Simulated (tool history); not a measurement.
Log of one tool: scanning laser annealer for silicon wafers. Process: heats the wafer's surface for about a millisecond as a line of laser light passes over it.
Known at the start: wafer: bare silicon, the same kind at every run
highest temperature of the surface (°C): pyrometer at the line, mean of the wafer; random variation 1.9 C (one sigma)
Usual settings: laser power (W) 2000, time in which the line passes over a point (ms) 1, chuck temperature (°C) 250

| run | day | laser power (W) | time in which the line passes over a point (ms) | chuck temperature (°C) | highest temperature of the surface (°C) |
|---|---|---|---|---|---|
| 1 | 0 | 2000 | 1 | 250 | 1083 |
| 2 | 0.267 | 2000 | 1 | 250 | 1085 |
| 3 | 0.5 | 2000 | 1 | 250 | 1086 |
| 4 | 0.725 | 2000 | 1 | 228 | 1062 |
| 5 | 1.029 | 2000 | 1.24 | 250 | 1174 |
| 6 | 1.208 | 2000 | 1.24 | 250 | 1172 |
| 7 | 1.454 | 2000 | 1.24 | 250 | 1177 |
| 8 | 1.679 | 2000 | 0.71 | 250 | 956 |
| 9 | 1.862 | 1763 | 1 | 250 | 995 |
| 10 | 2.221 | 2000 | 1 | 250 | 1085 |
| 11 | 2.542 | 2000 | 1 | 250 | 1083 |
| 12 | 2.779 | 2000 | 1 | 250 | 1083 |
| 13 | 2.967 | 2000 | 1 | 250 | 1083 |
| 14 | 3.329 | 2000 | 1 | 250 | 1079 |
| 15 | 3.646 | 2000 | 1 | 250 | 1087 |
| 16 | 4.012 | 2000 | 1.09 | 250 | 1116 |
| 17 | 4.212 | 2000 | 1.09 | 250 | 1120 |
| 18 | 4.475 | 2000 | 1.09 | 250 | 1118 |
| 19 | 4.696 | 1940 | 1.19 | 250 | 1129 |
| 20 | 5.008 | 1859 | 1 | 269 | 1044 |
| 21 | 5.225 | 1859 | 1 | 269 | 1048 |
| 22 | 5.45 | 1902 | 1.12 | 243 | 1081 |
| 23 | 5.679 | 2000 | 1 | 228 | 1059 |
| 24 | 5.967 | 1709 | 1.1 | 228 | 981 |
| 25 | 6.292 | 2048 | 0.91 | 282 | 1091 |
| 26 | 6.562 | 1903 | 0.83 | 282 | 1010 |
| 27 | 6.938 | 1768 | 0.74 | 282 | 922 |
| 28 | 7.192 | 1768 | 0.74 | 282 | 921 |
| 29 | 7.5 | 1768 | 0.74 | 282 | 922 |
| 30 | 7.783 | 2093 | 0.74 | 233 | 980 |
| 31 | 8.112 | 1966 | 0.95 | 263 | 1056 |
| 32 | 8.446 | 1930 | 0.93 | 263 | 1039 |
| 33 | 8.842 | 1930 | 0.93 | 263 | 1037 |
| 34 | 9.112 | 1930 | 0.73 | 220 | 909 |

Forecast each of these 3 alternatives for the next run:
| A | 9.333 | 1932 | 0.93 | 287 | ? |
| B | 9.333 | 1930 | 0.84 | 278 | ? |
| C | 9.333 | 1930 | 1.12 | 268 | ? |

| run | highest temperature of the surface (°C) |
|---|---|
| A | 1060 |
| B | 1013 |
| C | 1113 |
Without the tool's hidden state the same runs would have given:
| run | highest temperature of the surface (°C) |
|---|---|
| A | 1078 |
| B | 1030 |
| C | 1133 |
